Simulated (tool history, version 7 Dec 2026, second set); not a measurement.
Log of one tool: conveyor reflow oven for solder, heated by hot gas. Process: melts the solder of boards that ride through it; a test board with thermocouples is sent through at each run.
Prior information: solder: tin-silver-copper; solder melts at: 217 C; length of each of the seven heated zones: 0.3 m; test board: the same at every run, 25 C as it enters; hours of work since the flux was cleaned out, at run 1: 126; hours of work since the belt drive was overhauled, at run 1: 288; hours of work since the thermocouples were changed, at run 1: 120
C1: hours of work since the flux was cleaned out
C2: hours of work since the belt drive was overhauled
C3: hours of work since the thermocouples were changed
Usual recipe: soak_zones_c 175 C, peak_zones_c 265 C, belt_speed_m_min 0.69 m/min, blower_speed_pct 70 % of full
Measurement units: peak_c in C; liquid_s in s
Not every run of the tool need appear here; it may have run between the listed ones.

{"run": 1, "day": 0.0, "soak_zones_c": 175, "peak_zones_c": 265, "belt_speed_m_min": 0.69, "blower_speed_pct": 70, "C1": 126, "C2": 288, "C3": 120, "peak_c": 244.3, "liquid_s": 33.9}
{"run": 2, "day": 1.804, "soak_zones_c": 175, "peak_zones_c": 265, "belt_speed_m_min": 0.69, "blower_speed_pct": 79, "C1": 156, "C2": 317, "C3": 149, "peak_c": 245.4, "liquid_s": 36}
{"run": 3, "day": 3.408, "soak_zones_c": 175, "peak_zones_c": 265, "belt_speed_m_min": 0.69, "blower_speed_pct": 79, "C1": 182, "C2": 343, "C3": 175, "peak_c": 246.1, "liquid_s": 35.2}
{"run": 4, "day": 5.204, "soak_zones_c": 190, "peak_zones_c": 265, "belt_speed_m_min": 0.69, "blower_speed_pct": 79, "C1": 211, "C2": 372, "C3": 204, "peak_c": 249.2, "liquid_s": 42}
{"run": 5, "day": 6.471, "soak_zones_c": 190, "peak_zones_c": 265, "belt_speed_m_min": 0.69, "blower_speed_pct": 79, "C1": 231, "C2": 393, "C3": 225, "peak_c": 248.5, "liquid_s": 41.3}
{"run": 6, "day": 8.121, "soak_zones_c": 190, "peak_zones_c": 265, "belt_speed_m_min": 0.69, "blower_speed_pct": 79, "C1": 258, "C2": 420, "C3": 251, "peak_c": 249.1, "liquid_s": 41.6}
{"run": 7, "day": 8.929, "soak_zones_c": 190, "peak_zones_c": 265, "belt_speed_m_min": 0.69, "blower_speed_pct": 79, "C1": 271, "C2": 433, "C3": 265, "peak_c": 248.6, "liquid_s": 41.5}
{"run": 8, "day": 9.904, "soak_zones_c": 190, "peak_zones_c": 265, "belt_speed_m_min": 0.69, "blower_speed_pct": 79, "C1": 287, "C2": 449, "C3": 280, "peak_c": 248.2, "liquid_s": 41.7}
{"run": 9, "day": 11.262, "soak_zones_c": 190, "peak_zones_c": 265, "belt_speed_m_min": 0.69, "blower_speed_pct": 79, "C1": 309, "C2": 471, "C3": 302, "peak_c": 248.4, "liquid_s": 41.9}
{"run": 10, "day": 13.054, "soak_zones_c": 164, "peak_zones_c": 265, "belt_speed_m_min": 0.69, "blower_speed_pct": 70, "C1": 338, "C2": 500, "C3": 331, "peak_c": 240.6, "liquid_s": 29}
{"run": 11, "day": 13.954, "soak_zones_c": 164, "peak_zones_c": 278, "belt_speed_m_min": 0.69, "blower_speed_pct": 70, "C1": 353, "C2": 514, "C3": 346, "peak_c": 251.7, "liquid_s": 35.7}
{"run": 12, "day": 15.633, "soak_zones_c": 164, "peak_zones_c": 278, "belt_speed_m_min": 0.69, "blower_speed_pct": 70, "C1": 380, "C2": 541, "C3": 373, "peak_c": 251.2, "liquid_s": 35.6}
{"run": 13, "day": 17.046, "soak_zones_c": 180, "peak_zones_c": 265, "belt_speed_m_min": 0.69, "blower_speed_pct": 70, "C1": 403, "C2": 564, "C3": 396, "peak_c": 244.1, "liquid_s": 35.5}
{"run": 14, "day": 18.012, "soak_zones_c": 180, "peak_zones_c": 265, "belt_speed_m_min": 0.69, "blower_speed_pct": 70, "C1": 418, "C2": 580, "C3": 412, "peak_c": 244.8, "liquid_s": 35.2}
{"run": 15, "day": 19.071, "soak_zones_c": 166, "peak_zones_c": 265, "belt_speed_m_min": 0.69, "blower_speed_pct": 70, "C1": 435, "C2": 597, "C3": 429, "peak_c": 240.9, "liquid_s": 29.2}
{"day": 20.012, "done": "flux residue cleaned out of gas plates and filters"}
{"run": 16, "day": 21.2, "soak_zones_c": 166, "peak_zones_c": 265, "belt_speed_m_min": 0.69, "blower_speed_pct": 70, "C1": 19, "C2": 628, "C3": 460, "peak_c": 243.6, "liquid_s": 31.8}
{"day": 21.454, "done": "belt drive overhauled, speed set with a stopwatch"}
{"run": 17, "day": 22.758, "soak_zones_c": 166, "peak_zones_c": 265, "belt_speed_m_min": 0.69, "blower_speed_pct": 70, "C1": 42, "C2": 21, "C3": 483, "peak_c": 244.1, "liquid_s": 31.9}
{"run": 18, "day": 24.246, "soak_zones_c": 166, "peak_zones_c": 265, "belt_speed_m_min": 0.69, "blower_speed_pct": 70, "C1": 66, "C2": 45, "C3": 507, "peak_c": 243.1, "liquid_s": 31.8}
{"run": 19, "day": 25.358, "soak_zones_c": 175, "peak_zones_c": 255, "belt_speed_m_min": 0.804, "blower_speed_pct": 70, "C1": 84, "C2": 63, "C3": 525, "peak_c": 231.7, "liquid_s": 19.8}
{"run": 20, "day": 26.875, "soak_zones_c": 175, "peak_zones_c": 255, "belt_speed_m_min": 0.804, "blower_speed_pct": 70, "C1": 108, "C2": 88, "C3": 549, "peak_c": 232, "liquid_s": 19.6}
{"day": 27.854, "done": "belt drive overhauled, speed set with a stopwatch, once more"}
{"run": 21, "day": 28.788, "soak_zones_c": 161, "peak_zones_c": 265, "belt_speed_m_min": 0.551, "blower_speed_pct": 72, "C1": 137, "C2": 15, "C3": 578, "peak_c": 250.1, "liquid_s": 44.3}
{"run": 22, "day": 30.204, "soak_zones_c": 187, "peak_zones_c": 278, "belt_speed_m_min": 0.551, "blower_speed_pct": 55, "C1": 160, "C2": 38, "C3": 601, "peak_c": 261.8, "liquid_s": 57.5}
{"run": 23, "day": 32.083, "soak_zones_c": 172, "peak_zones_c": 263, "belt_speed_m_min": 0.558, "blower_speed_pct": 60, "C1": 190, "C2": 69, "C3": 631, "peak_c": 246.7, "liquid_s": 43.9}
{"run": 24, "day": 33.971, "soak_zones_c": 185, "peak_zones_c": 254, "belt_speed_m_min": 0.71, "blower_speed_pct": 72, "C1": 221, "C2": 99, "C3": 662, "peak_c": 237.3, "liquid_s": 30.2}
{"run": 25, "day": 35.204, "soak_zones_c": 185, "peak_zones_c": 264, "belt_speed_m_min": 0.71, "blower_speed_pct": 66, "C1": 241, "C2": 119, "C3": 682, "peak_c": 243.9, "liquid_s": 35}
{"run": 26, "day": 36.204, "soak_zones_c": 185, "peak_zones_c": 264, "belt_speed_m_min": 0.71, "blower_speed_pct": 66, "C1": 257, "C2": 135, "C3": 698, "peak_c": 243.6, "liquid_s": 34.7}
{"run": 27, "day": 37.829, "soak_zones_c": 185, "peak_zones_c": 260, "belt_speed_m_min": 0.71, "blower_speed_pct": 66, "C1": 283, "C2": 162, "C3": 724, "peak_c": 240.3, "liquid_s": 32.5}
{"run": 28, "day": 38.904, "soak_zones_c": 185, "peak_zones_c": 260, "belt_speed_m_min": 0.71, "blower_speed_pct": 66, "C1": 301, "C2": 179, "C3": 741, "peak_c": 240.2, "liquid_s": 32.2}
{"run": 29, "day": 39.833, "soak_zones_c": 185, "peak_zones_c": 260, "belt_speed_m_min": 0.723, "blower_speed_pct": 71, "C1": 316, "C2": 194, "C3": 757, "peak_c": 240.7, "liquid_s": 32}
{"run": 30, "day": 41.508, "soak_zones_c": 185, "peak_zones_c": 260, "belt_speed_m_min": 0.723, "blower_speed_pct": 71, "C1": 343, "C2": 221, "C3": 784, "peak_c": 241, "liquid_s": 32.1}
{"run": 31, "day": 42.412, "soak_zones_c": 185, "peak_zones_c": 260, "belt_speed_m_min": 0.723, "blower_speed_pct": 71, "C1": 358, "C2": 236, "C3": 798, "peak_c": 240.8, "liquid_s": 32.2}

Branching from run 31: 3 alternative next runs. What would each branch give?
{"run": "A", "day": 43.321, "soak_zones_c": 185, "peak_zones_c": 260, "belt_speed_m_min": 0.753, "blower_speed_pct": 71, "C1": 372, "C2": 251, "C3": 813, "peak_c": "?", "liquid_s": "?"}
{"run": "B", "day": 43.321, "soak_zones_c": 164, "peak_zones_c": 265, "belt_speed_m_min": 0.687, "blower_speed_pct": 51, "C1": 372, "C2": 251, "C3": 813, "peak_c": "?", "liquid_s": "?"}
{"run": "C", "day": 43.321, "soak_zones_c": 169, "peak_zones_c": 260, "belt_speed_m_min": 0.568, "blower_speed_pct": 70, "C1": 372, "C2": 251, "C3": 813, "peak_c": "?", "liquid_s": "?"}

run=A peak_c=239.1 liquid_s=29.2
run=B peak_c=235.1 liquid_s=23.1
run=C peak_c=244.7 liquid_s=41.2
The same runs, with their run-to-run variation unchanged, on a tool lacking any hidden condition would have given:
run=A peak_c=240.7 liquid_s=30.8
run=B peak_c=236.8 liquid_s=24.8
run=C peak_c=246 liquid_s=42.6
